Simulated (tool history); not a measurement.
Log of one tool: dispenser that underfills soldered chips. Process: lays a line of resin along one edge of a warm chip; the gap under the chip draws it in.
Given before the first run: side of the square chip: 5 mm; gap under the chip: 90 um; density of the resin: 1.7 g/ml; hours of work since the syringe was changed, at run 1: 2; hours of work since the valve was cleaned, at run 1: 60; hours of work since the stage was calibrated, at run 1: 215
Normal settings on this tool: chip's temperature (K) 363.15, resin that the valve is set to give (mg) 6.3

| run | hour | chip's temperature (K) | resin that the valve is set to give (mg) | hours of work since the syringe was changed | hours of work since the valve was cleaned | hours of work since the stage was calibrated | time until the resin shows at the far edge (s) | resin that the valve gave (mg) |
|---|---|---|---|---|---|---|---|---|
| 1 | 0 | 363.15 | 6.3 | 2 | 60 | 215 | 3.6 | 6 |
| 2 | 5.8 | 363.15 | 5.52 | 6 | 64 | 219 | 4.5 | 5.22 |
| 3 | 9.1 | 363.15 | 5.52 | 8 | 66 | 221 | 5 | 5.24 |
|  | 14.3 | new syringe of resin |
| 4 | 14.9 | 363.15 | 6.29 | 0 | 70 | 225 | 3.5 | 5.95 |
| 5 | 19.6 | 363.15 | 8.08 | 4 | 73 | 228 | 4.1 | 7.63 |
|  | 21.7 | dispensing valve cleaned and set on the balance |
| 6 | 24.3 | 363.15 | 8.08 | 6 | 2 | 231 | 4.4 | 8.07 |
| 7 | 31.3 | 363.15 | 8.08 | 11 | 7 | 236 | 5.5 | 7.99 |
|  | 32.6 | new syringe of resin |
| 8 | 39 | 363.15 | 8.08 | 4 | 12 | 241 | 3.9 | 7.99 |
| 9 | 46.7 | 363.15 | 7.95 | 10 | 17 | 246 | 5 | 7.82 |
|  | 50.1 | new syringe of resin |
| 10 | 51.5 | 363.15 | 6.72 | 1 | 20 | 249 | 3.5 | 6.6 |
| 11 | 56.3 | 363.15 | 6.57 | 4 | 24 | 253 | 4.2 | 6.42 |
| 12 | 62 | 363.15 | 6.3 | 8 | 28 | 256 | 5 | 6.15 |
|  | 67.6 | new syringe of resin |
| 13 | 67.6 | 363.15 | 6.3 | 0 | 31 | 260 | 3.1 | 6.15 |
| 14 | 72.1 | 363.15 | 6.3 | 3 | 34 | 263 | 3.9 | 6.11 |
| 15 | 77.3 | 369.15 | 6.23 | 7 | 38 | 267 | 3.5 | 6.01 |
| 16 | 81.9 | 369.15 | 6.23 | 10 | 41 | 270 | 3.8 | 5.99 |
|  | 84.7 | new syringe of resin |
| 17 | 86.7 | 363.15 | 7.23 | 1 | 44 | 273 | 3.6 | 6.96 |
| 18 | 91.3 | 374.15 | 8.15 | 5 | 48 | 276 | 2.4 | 7.82 |
| 19 | 94.5 | 374.15 | 8.15 | 7 | 50 | 279 | 2.8 | 7.79 |
| 20 | 100.6 | 374.15 | 8.15 | 11 | 54 | 283 | 3.3 | 7.77 |
|  | 101.7 | new syringe of resin |
| 21 | 106.5 | 374.15 | 8.15 | 3 | 58 | 287 | 2.4 | 7.73 |
| 22 | 109.8 | 368.15 | 5.47 | 6 | 60 | 289 | 3.8 | 5.16 |
| 23 | 115.9 | 372.15 | 8.1 | 10 | 65 | 293 | 3.4 | 7.65 |

Consider 4 possible next runs. They are alternatives, not a sequence: every one starts from the tool as it was left by run 23. What does each give?
|  | 118.9 | new syringe of resin |
| A | 119.5 | 356.15 | 8.1 | 0 | 67 | 296 | ? | ? |
|  | 118.9 | new syringe of resin |
| B | 119.5 | 368.15 | 5.83 | 0 | 67 | 296 | ? | ? |
|  | 118.9 | new syringe of resin |
| C | 119.5 | 364.15 | 6.08 | 0 | 67 | 296 | ? | ? |
|  | 118.9 | new syringe of resin |
| D | 119.5 | 367.15 | 7.67 | 0 | 67 | 296 | ? | ? |

| run | time until the resin shows at the far edge (s) | resin that the valve gave (mg) |
|---|---|---|
| A | 4.5 | 7.65 |
| B | 2.8 | 5.5 |
| C | 3.3 | 5.76 |
| D | 3.1 | 7.22 |
Without the tool's unlogged condition, the same runs would have read:
| run | time until the resin shows at the far edge (s) | resin that the valve gave (mg) |
|---|---|---|
| A | 4.9 | 8.11 |
| B | 3 | 5.84 |
| C | 3.5 | 6.11 |
| D | 3.3 | 7.66 |
